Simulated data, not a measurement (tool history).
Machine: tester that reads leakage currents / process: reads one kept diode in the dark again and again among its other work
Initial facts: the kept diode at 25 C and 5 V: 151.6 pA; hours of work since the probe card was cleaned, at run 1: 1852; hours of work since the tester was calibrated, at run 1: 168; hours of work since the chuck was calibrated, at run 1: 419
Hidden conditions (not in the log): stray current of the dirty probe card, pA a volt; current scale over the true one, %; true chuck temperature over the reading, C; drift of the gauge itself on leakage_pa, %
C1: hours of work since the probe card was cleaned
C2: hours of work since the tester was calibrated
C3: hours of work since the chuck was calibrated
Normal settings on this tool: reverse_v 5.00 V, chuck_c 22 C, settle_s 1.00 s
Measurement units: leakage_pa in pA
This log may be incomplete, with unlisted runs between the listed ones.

Run 1, day 0.000: usual settings; C1 1852; C2 168; C3 419. Result: leakage_pa 117.14 pA.
Run 2, day 0.679: usual settings; C1 1863; C2 179; C3 430. Result: leakage_pa 117.12 pA.
Run 3, day 2.146: usual settings but chuck_c 39 C; C1 1887; C2 203; C3 453. Result: leakage_pa 525.04 pA.
Run 4, day 3.704: usual settings but chuck_c 39 C; C1 1912; C2 228; C3 479. Result: leakage_pa 523.27 pA.
Run 5, day 4.421: usual settings but chuck_c 39 C; C1 1924; C2 240; C3 491. Result: leakage_pa 523.67 pA.
Run 6, day 5.338: usual settings but reverse_v 1.68 V; C1 1939; C2 255; C3 505. Result: leakage_pa 76.74 pA.
Run 7, day 6.858: usual settings but settle_s 0.31 s; C1 1964; C2 279; C3 530. Result: leakage_pa 120.08 pA.
Run 8, day 8.000: usual settings but settle_s 0.31 s; C1 1982; C2 298; C3 549. Result: leakage_pa 120.60 pA.
Run 9, day 9.508: usual settings but settle_s 0.31 s; C1 2007; C2 323; C3 573. Result: leakage_pa 120.14 pA.
Run 10, day 11.088: usual settings but settle_s 0.31 s; C1 2032; C2 348; C3 599. Result: leakage_pa 119.88 pA.
At day 11.242: tester calibrated.
Run 11, day 12.812: usual settings but settle_s 0.48 s; C1 2059; C2 26; C3 626. Result: leakage_pa 118.53 pA.
Run 12, day 13.792: usual settings; C1 2075; C2 42; C3 642. Result: leakage_pa 116.08 pA.
Run 13, day 15.062: usual settings; C1 2096; C2 62; C3 663. Result: leakage_pa 116.92 pA.
Run 14, day 16.300: usual settings; C1 2116; C2 82; C3 683. Result: leakage_pa 116.57 pA.
Run 15, day 17.225: usual settings but reverse_v 1.55 V, chuck_c 27 C; C1 2131; C2 98; C3 698. Result: leakage_pa 117.42 pA.
Run 16, day 17.992: usual settings but reverse_v 8.55 V, chuck_c 33 C, settle_s 2.68 s; C1 2144; C2 110; C3 710. Result: leakage_pa 380.28 pA.
At day 18.217: tester calibrated, once more.
Run 17, day 19.296: usual settings but reverse_v 8.55 V, chuck_c 33 C, settle_s 2.68 s; C1 2163; C2 18; C3 730. Result: leakage_pa 380.32 pA.
Run 18, day 20.512: usual settings but reverse_v 19.45 V, chuck_c 33 C, settle_s 0.77 s; C1 2183; C2 37; C3 750. Result: leakage_pa 527.14 pA.
Run 19, day 21.962: usual settings but reverse_v 19.45 V, chuck_c 33 C, settle_s 0.77 s; C1 2207; C2 61; C3 774. Result: leakage_pa 523.27 pA.
Run 20, day 22.912: usual settings but reverse_v 5.48 V, chuck_c 36 C, settle_s 1.91 s; C1 2222; C2 76; C3 789. Result: leakage_pa 413.44 pA.
Run 21, day 23.954: usual settings but reverse_v 3.82 V, settle_s 1.91 s; C1 2239; C2 93; C3 806. Result: leakage_pa 103.06 pA.
Run 22, day 24.817: usual settings but reverse_v 1.15 V, chuck_c 48 C, settle_s 1.02 s; C1 2253; C2 107; C3 820. Result: leakage_pa 618.27 pA.
Run 23, day 26.071: usual settings but reverse_v 2.49 V, chuck_c 40 C, settle_s 0.30 s; C1 2274; C2 128; C3 841. Result: leakage_pa 434.66 pA.
Run 24, day 27.688: usual settings but reverse_v 2.49 V, settle_s 0.96 s; C1 2300; C2 154; C3 867. Result: leakage_pa 88.44 pA.
Run 25, day 28.917: usual settings but reverse_v 1.86 V; C1 2320; C2 174; C3 887. Result: leakage_pa 78.97 pA.
Run 26, day 29.808: usual settings but reverse_v 1.86 V; C1 2335; C2 189; C3 901. Result: leakage_pa 78.47 pA.

Measured minus without-hidden-state, run by run (identical run-to-run variation in each term; gauge scatter may differ):
run  leakage_pa
  1       +0.47
  2       +0.44
  3       -1.88
  4       -2.18
  5       -2.33
  6       -0.22
  7       +0.17
  8       +0.12
  9       +0.05
 10       -0.01
 11       -0.07
 12       -0.11
 13       -0.16
 14       -0.22
 15       -1.11
 16       -2.61
 17       -3.29
 18       -2.74
 19       -3.01
 20       -5.12
 21       -0.82
 22       -9.26
 23       -6.57
 24       -1.03
 25       -1.07
 26       -1.09
